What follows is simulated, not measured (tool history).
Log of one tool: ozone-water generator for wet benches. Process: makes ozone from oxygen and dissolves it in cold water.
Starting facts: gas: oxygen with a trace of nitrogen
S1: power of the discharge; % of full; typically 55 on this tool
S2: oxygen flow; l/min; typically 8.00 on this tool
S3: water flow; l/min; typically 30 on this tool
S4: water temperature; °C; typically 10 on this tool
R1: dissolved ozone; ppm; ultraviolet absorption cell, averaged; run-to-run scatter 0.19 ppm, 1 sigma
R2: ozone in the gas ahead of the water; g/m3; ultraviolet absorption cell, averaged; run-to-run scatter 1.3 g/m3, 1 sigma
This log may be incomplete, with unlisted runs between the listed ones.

Run 1, hour 0.0: usual settings. Result: R1 25.7 ppm, R2 224.3 g/m3.
Run 2, hour 116.0: usual settings but S1 83 % of full. Result: R1 34.3 ppm, R2 298.0 g/m3.
Run 3, hour 239.1: usual settings. Result: R1 25.8 ppm, R2 222.2 g/m3.
Run 4, hour 358.1: usual settings but S3 43 l/min. Result: R1 18.9 ppm, R2 222.5 g/m3.
Run 5, hour 478.0: usual settings but S2 12.70 l/min, S3 43 l/min. Result: R1 19.2 ppm, R2 165.9 g/m3.
Run 6, hour 544.7: usual settings but S2 12.70 l/min, S3 43 l/min. Result: R1 19.0 ppm, R2 165.2 g/m3.
Run 7, hour 638.9: usual settings. Result: R1 25.5 ppm, R2 220.3 g/m3.
Run 8, hour 719.7: usual settings but S1 56 % of full. Result: R1 25.5 ppm, R2 225.1 g/m3.
Run 9, hour 820.3: usual settings. Result: R1 25.1 ppm, R2 222.2 g/m3.
Run 10, hour 891.2: usual settings but S4 5 °C. Result: R1 26.9 ppm, R2 221.9 g/m3.
Run 11, hour 961.1: usual settings but S4 5 °C. Result: R1 27.2 ppm, R2 219.2 g/m3.
Run 12, hour 1030.3: usual settings but S4 5 °C. Result: R1 26.9 ppm, R2 220.9 g/m3.
Run 13, hour 1145.8: usual settings. Result: R1 25.0 ppm, R2 219.1 g/m3.
Run 14, hour 1268.1: usual settings but S1 41 % of full, S2 5.77 l/min, S3 24 l/min, S4 6 °C. Result: R1 25.7 ppm, R2 220.0 g/m3.
Run 15, hour 1363.9: usual settings but S1 87 % of full, S2 5.96 l/min, S3 43 l/min, S4 18 °C. Result: R1 23.2 ppm, R2 360.3 g/m3.
Run 16, hour 1471.4: usual settings but S1 61 % of full, S3 23 l/min, S4 11 °C. Result: R1 32.4 ppm, R2 234.3 g/m3.
Run 17, hour 1575.5: usual settings but S1 61 % of full, S4 12 °C. Result: R1 26.3 ppm, R2 235.8 g/m3.
At hour 1641.4: water thermometer calibrated.
Run 18, hour 1656.0: usual settings but S1 61 % of full, S4 12 °C. Result: R1 26.6 ppm, R2 234.4 g/m3.
Run 19, hour 1744.8: usual settings but S1 61 % of full, S2 7.61 l/min, S4 15 °C. Result: R1 25.3 ppm, R2 242.3 g/m3.
Run 20, hour 1864.1: usual settings but S1 61 % of full, S2 7.61 l/min, S4 15 °C. Result: R1 25.3 ppm, R2 241.2 g/m3.
Run 21, hour 1951.3: usual settings but S1 61 % of full, S2 7.61 l/min, S4 15 °C. Result: R1 25.3 ppm, R2 241.2 g/m3.

Run 22 has not been measured yet. What should we expect?
Run 22, hour 2039.6: usual settings but S1 88 % of full, S2 14.05 l/min, S3 38 l/min, S4 9 °C. Result: R1 ?, R2 ?.

R1: 27.9 ppm
R2: 209.8 g/m3
Without the tool's hidden state the same run would have given R1 31.8 ppm, R2 228.0 g/m3.
